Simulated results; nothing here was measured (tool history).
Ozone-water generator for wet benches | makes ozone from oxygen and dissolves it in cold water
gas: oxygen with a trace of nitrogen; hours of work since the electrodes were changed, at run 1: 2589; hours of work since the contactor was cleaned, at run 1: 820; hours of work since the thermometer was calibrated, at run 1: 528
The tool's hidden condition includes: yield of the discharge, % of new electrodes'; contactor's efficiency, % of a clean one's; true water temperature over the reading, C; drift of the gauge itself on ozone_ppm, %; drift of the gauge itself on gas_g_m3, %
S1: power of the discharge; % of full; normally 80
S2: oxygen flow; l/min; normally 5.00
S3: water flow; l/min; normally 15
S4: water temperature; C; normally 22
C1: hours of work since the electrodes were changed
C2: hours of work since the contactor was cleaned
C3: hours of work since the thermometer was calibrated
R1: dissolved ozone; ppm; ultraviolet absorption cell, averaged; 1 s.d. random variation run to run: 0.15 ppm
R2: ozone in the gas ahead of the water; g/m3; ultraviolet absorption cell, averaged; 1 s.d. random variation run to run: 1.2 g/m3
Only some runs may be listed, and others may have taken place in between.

run 1 day=0.000 | S1=80 S2=5.00 S3=15 S4=22 | C1=2589 C2=820 C3=528 | R1=16.7 R2=190.1
run 2 day=5.121 | S1=80 S2=5.00 S3=15 S4=22 | C1=2668 C2=899 C3=607 | R1=16.9 R2=193.5
run 3 day=7.904 | S1=80 S2=5.00 S3=15 S4=22 | C1=2710 C2=942 C3=650 | R1=16.6 R2=190.6
run 4 day=12.275 | S1=80 S2=5.00 S3=15 S4=22 | C1=2778 C2=1010 C3=717 | R1=16.5 R2=189.3
run 5 day=16.271 | S1=80 S2=5.00 S3=15 S4=22 | C1=2839 C2=1071 C3=779 | R1=16.4 R2=189.2
run 6 day=20.408 | S1=80 S2=5.22 S3=15 S4=28 | C1=2903 C2=1135 C3=843 | R1=14.8 R2=187.9
run 7 day=25.421 | S1=80 S2=5.22 S3=15 S4=28 | C1=2980 C2=1212 C3=920 | R1=14.6 R2=186.3
-- day=25.838 water thermometer calibrated
run 8 day=29.404 | S1=80 S2=5.22 S3=15 S4=28 | C1=3041 C2=1273 C3=55 | R1=14.5 R2=187.7
-- day=34.488 water thermometer calibrated, once more
run 9 day=34.488 | S1=91 S2=3.24 S3=22 S4=30 | C1=3119 C2=1351 C3=0 | R1=10.5 R2=236.1
run 10 day=39.154 | S1=83 S2=5.00 S3=15 S4=20 | C1=3191 C2=1423 C3=72 | R1=17.0 R2=191.6

What differs in the tool's unlogged condition from the final listed run ahead of each entry between runs to the first listed run following it?
Between runs 7 and 8: water thermometer calibrated (day 25.838)
  yield of the discharge, % of new electrodes': 91.7 -> 91.5; contactor's efficiency, % of a clean one's: 97.8 -> 97.7; true water temperature over the reading, C: 0.14 -> 0.19
  the result without the hidden state subtracted from the measured one, R1: -1.7 -> -1.7 ppm; R2: -18.2 -> -18.7 g/m3
Between runs 8 and 9: water thermometer calibrated, once more (day 34.488)
  yield of the discharge, % of new electrodes': 91.5 -> 91.3; contactor's efficiency, % of a clean one's: 97.7 -> 97.6; true water temperature over the reading, C: 0.19 -> 0
  the result without the hidden state subtracted from the measured one, R1: -1.7 -> -1.4 ppm; R2: -18.7 -> -26.2 g/m3
